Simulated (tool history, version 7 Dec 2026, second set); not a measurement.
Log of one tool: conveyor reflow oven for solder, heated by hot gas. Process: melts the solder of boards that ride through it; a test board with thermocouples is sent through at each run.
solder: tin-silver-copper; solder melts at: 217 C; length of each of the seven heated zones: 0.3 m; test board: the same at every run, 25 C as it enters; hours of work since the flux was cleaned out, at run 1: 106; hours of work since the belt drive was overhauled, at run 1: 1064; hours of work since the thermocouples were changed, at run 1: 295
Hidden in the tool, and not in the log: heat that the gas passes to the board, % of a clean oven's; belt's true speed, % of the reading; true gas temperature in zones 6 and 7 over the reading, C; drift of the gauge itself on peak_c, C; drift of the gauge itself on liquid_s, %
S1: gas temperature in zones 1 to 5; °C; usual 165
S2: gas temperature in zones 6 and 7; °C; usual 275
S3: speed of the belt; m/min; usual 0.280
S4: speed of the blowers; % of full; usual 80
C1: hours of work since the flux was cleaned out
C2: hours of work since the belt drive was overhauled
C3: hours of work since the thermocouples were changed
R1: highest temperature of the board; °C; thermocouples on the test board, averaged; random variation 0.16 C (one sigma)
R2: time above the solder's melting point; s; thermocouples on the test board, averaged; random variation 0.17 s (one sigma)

run 1 hour=0.0 | S1=165 S2=275 S3=0.280 S4=80 | C1=106 C2=1064 C3=295 | R1=264.3 R2=108.1
run 2 hour=53.1 | S1=165 S2=275 S3=0.280 S4=80 | C1=134 C2=1092 C3=322 | R1=264.8 R2=107.6
run 3 hour=114.8 | S1=165 S2=275 S3=0.280 S4=80 | C1=166 C2=1124 C3=355 | R1=264.1 R2=107.5
run 4 hour=170.5 | S1=165 S2=275 S3=0.280 S4=80 | C1=195 C2=1154 C3=384 | R1=264.1 R2=107.5
run 5 hour=237.2 | S1=165 S2=275 S3=0.280 S4=80 | C1=230 C2=1189 C3=419 | R1=263.8 R2=106.9
-- hour=248.6 flux residue cleaned out of gas plates and filters
run 6 hour=328.9 | S1=165 S2=275 S3=0.280 S4=77 | C1=42 C2=1234 C3=464 | R1=262.6 R2=106.1
run 7 hour=393.4 | S1=165 S2=275 S3=0.280 S4=80 | C1=76 C2=1268 C3=498 | R1=263.0 R2=106.0
run 8 hour=447.5 | S1=165 S2=275 S3=0.280 S4=80 | C1=104 C2=1296 C3=527 | R1=262.3 R2=105.6
run 9 hour=496.9 | S1=165 S2=268 S3=0.280 S4=80 | C1=130 C2=1322 C3=553 | R1=255.4 R2=99.4
run 10 hour=540.7 | S1=150 S2=285 S3=0.280 S4=62 | C1=153 C2=1345 C3=575 | R1=266.7 R2=102.0
-- hour=553.9 flux residue cleaned out of gas plates and filters, once more
-- hour=578.4 thermocouples of zones 6 and 7 changed
run 11 hour=630.6 | S1=150 S2=285 S3=0.280 S4=62 | C1=39 C2=1389 C3=27 | R1=270.2 R2=105.8
run 12 hour=707.7 | S1=150 S2=285 S3=0.280 S4=62 | C1=80 C2=1429 C3=68 | R1=270.0 R2=105.5
run 13 hour=795.7 | S1=165 S2=279 S3=0.251 S4=77 | C1=126 C2=1475 C3=114 | R1=270.7 R2=127.1
run 14 hour=875.0 | S1=153 S2=285 S3=0.245 S4=57 | C1=167 C2=1517 C3=156 | R1=273.2 R2=125.7
run 15 hour=913.4 | S1=153 S2=285 S3=0.245 S4=57 | C1=187 C2=1537 C3=176 | R1=272.9 R2=125.3
run 16 hour=950.2 | S1=165 S2=275 S3=0.326 S4=86 | C1=207 C2=1556 C3=195 | R1=260.2 R2=88.7
run 17 hour=1020.2 | S1=165 S2=287 S3=0.250 S4=80 | C1=243 C2=1593 C3=232 | R1=278.0 R2=133.0
run 18 hour=1066.8 | S1=165 S2=287 S3=0.250 S4=80 | C1=268 C2=1617 C3=256 | R1=278.0 R2=132.8

Measured less the same run without the tool's hidden state. The same run-to-run variation is in both; the gauge's scatter may not be:
run=1 R1=-0.9 R2=+0.4
run=2 R1=-1.1 R2=+0.2
run=3 R1=-1.4 R2=-0.1
run=4 R1=-1.5 R2=-0.2
run=5 R1=-1.9 R2=-0.5
run=6 R1=-2.5 R2=-1.3
run=7 R1=-2.8 R2=-1.5
run=8 R1=-3.1 R2=-1.8
run=9 R1=-3.2 R2=-2.8
run=10 R1=-3.7 R2=-2.2
run=11 R1=+0.0 R2=+1.6
run=12 R1=-0.3 R2=+1.3
run=13 R1=-0.7 R2=+1.5
run=14 R1=-0.9 R2=+1.2
run=15 R1=-1.0 R2=+1.1
run=16 R1=-1.6 R2=-0.2
run=17 R1=-1.5 R2=+1.2
run=18 R1=-1.7 R2=+1.2

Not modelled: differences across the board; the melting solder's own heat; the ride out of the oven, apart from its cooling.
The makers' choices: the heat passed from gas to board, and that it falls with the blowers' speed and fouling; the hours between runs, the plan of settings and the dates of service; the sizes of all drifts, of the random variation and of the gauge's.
